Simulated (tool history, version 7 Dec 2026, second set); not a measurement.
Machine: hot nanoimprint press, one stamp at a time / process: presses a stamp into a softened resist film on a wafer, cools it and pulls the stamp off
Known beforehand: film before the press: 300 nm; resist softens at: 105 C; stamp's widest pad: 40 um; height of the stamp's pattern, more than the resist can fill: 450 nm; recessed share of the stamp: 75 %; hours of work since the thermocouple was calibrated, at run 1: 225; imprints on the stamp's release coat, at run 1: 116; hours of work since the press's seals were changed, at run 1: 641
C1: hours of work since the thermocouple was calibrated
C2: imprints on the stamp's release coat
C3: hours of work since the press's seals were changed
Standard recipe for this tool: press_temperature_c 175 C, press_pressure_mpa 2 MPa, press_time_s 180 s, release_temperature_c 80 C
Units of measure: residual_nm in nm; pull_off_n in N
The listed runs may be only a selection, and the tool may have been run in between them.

run 1 hour=0 | press_temperature_c=175 press_pressure_mpa=2 press_time_s=180 release_temperature_c=80 | C1=225 C2=116 C3=641 | residual_nm=134.4 pull_off_n=157
-- hour=55.5 press's hydraulic seals changed and the load cell set to zero
run 2 hour=60.7 | press_temperature_c=175 press_pressure_mpa=2 press_time_s=162 release_temperature_c=80 | C1=268 C2=386 C3=4 | residual_nm=137.2 pull_off_n=161
run 3 hour=111.5 | press_temperature_c=175 press_pressure_mpa=2 press_time_s=180 release_temperature_c=80 | C1=308 C2=646 C3=45 | residual_nm=131.1 pull_off_n=167
run 4 hour=141.1 | press_temperature_c=175 press_pressure_mpa=2 press_time_s=180 release_temperature_c=80 | C1=332 C2=798 C3=68 | residual_nm=131.2 pull_off_n=172
-- hour=169.8 stamp cleaned and given a new release coat
run 5 hour=212.4 | press_temperature_c=175 press_pressure_mpa=2 press_time_s=180 release_temperature_c=80 | C1=384 C2=219 C3=121 | residual_nm=130.7 pull_off_n=156
run 6 hour=252.5 | press_temperature_c=175 press_pressure_mpa=2 press_time_s=180 release_temperature_c=80 | C1=416 C2=424 C3=153 | residual_nm=129.7 pull_off_n=161
run 7 hour=284.8 | press_temperature_c=177 press_pressure_mpa=2 press_time_s=240 release_temperature_c=80 | C1=442 C2=590 C3=179 | residual_nm=106.9 pull_off_n=171
-- hour=290.7 plate thermocouple calibrated
run 8 hour=335.5 | press_temperature_c=177 press_pressure_mpa=2 press_time_s=240 release_temperature_c=80 | C1=36 C2=835 C3=217 | residual_nm=113.1 pull_off_n=175
-- hour=352.8 stamp cleaned and given a new release coat
run 9 hour=386.5 | press_temperature_c=177 press_pressure_mpa=2 press_time_s=240 release_temperature_c=80 | C1=72 C2=173 C3=253 | residual_nm=111.9 pull_off_n=158
run 10 hour=430.4 | press_temperature_c=177 press_pressure_mpa=1.76 press_time_s=125 release_temperature_c=79 | C1=107 C2=398 C3=288 | residual_nm=152.5 pull_off_n=170
run 11 hour=473 | press_temperature_c=184 press_pressure_mpa=2 press_time_s=190 release_temperature_c=75 | C1=141 C2=617 C3=322 | residual_nm=94.7 pull_off_n=185
-- hour=532.3 stamp cleaned and given a new release coat
run 12 hour=532.3 | press_temperature_c=175 press_pressure_mpa=1.8 press_time_s=318 release_temperature_c=80 | C1=184 C2=0 C3=364 | residual_nm=111.7 pull_off_n=152

Take each entry between the runs: how does the hidden state at the last listed run before it differ from the hidden state at the first listed run after it?
Between runs 1 and 2: press's hydraulic seals changed and the load cell set to zero (hour 55.5)
  true temperature over the reading, C: 1.03 -> 1.17; pressure that arrives at the usual setting, %: 96.43 -> 99.43; grip of the stamp's worn release coat, % over a new coat's: 2.2 -> 7.2
  measured value less the no-hidden-state value, residual_nm: -3.1 -> -5.6 nm; pull_off_n: +0 -> +7 N
Between runs 4 and 5: stamp cleaned and given a new release coat (hour 169.8)
  true temperature over the reading, C: 1.39 -> 1.57; pressure that arrives at the usual setting, %: 99.06 -> 98.74; grip of the stamp's worn release coat, % over a new coat's: 15 -> 4.1
  measured value less the no-hidden-state value, residual_nm: -6.3 -> -7 nm; pull_off_n: +19 -> +1 N
Between runs 7 and 8: plate thermocouple calibrated (hour 290.7)
  true temperature over the reading, C: 1.77 -> 0.37; pressure that arrives at the usual setting, %: 98.4 -> 98.2; grip of the stamp's worn release coat, % over a new coat's: 11.1 -> 15.7
  measured value less the no-hidden-state value, residual_nm: -6.7 -> -0.6 nm; pull_off_n: +11 -> +23 N
Between runs 8 and 9: stamp cleaned and given a new release coat (hour 352.8)
  true temperature over the reading, C: 0.37 -> 0.49; pressure that arrives at the usual setting, %: 98.2 -> 98.01; grip of the stamp's worn release coat, % over a new coat's: 15.7 -> 3.2
  measured value less the no-hidden-state value, residual_nm: -0.6 -> -1.1 nm; pull_off_n: +23 -> +4 N
Between runs 11 and 12: stamp cleaned and given a new release coat (hour 532.3)
  true temperature over the reading, C: 0.74 -> 0.89; pressure that arrives at the usual setting, %: 97.66 -> 97.43; grip of the stamp's worn release coat, % over a new coat's: 11.6 -> 0
  measured value less the no-hidden-state value, residual_nm: -1.5 -> -2.7 nm; pull_off_n: +17 -> -3 N
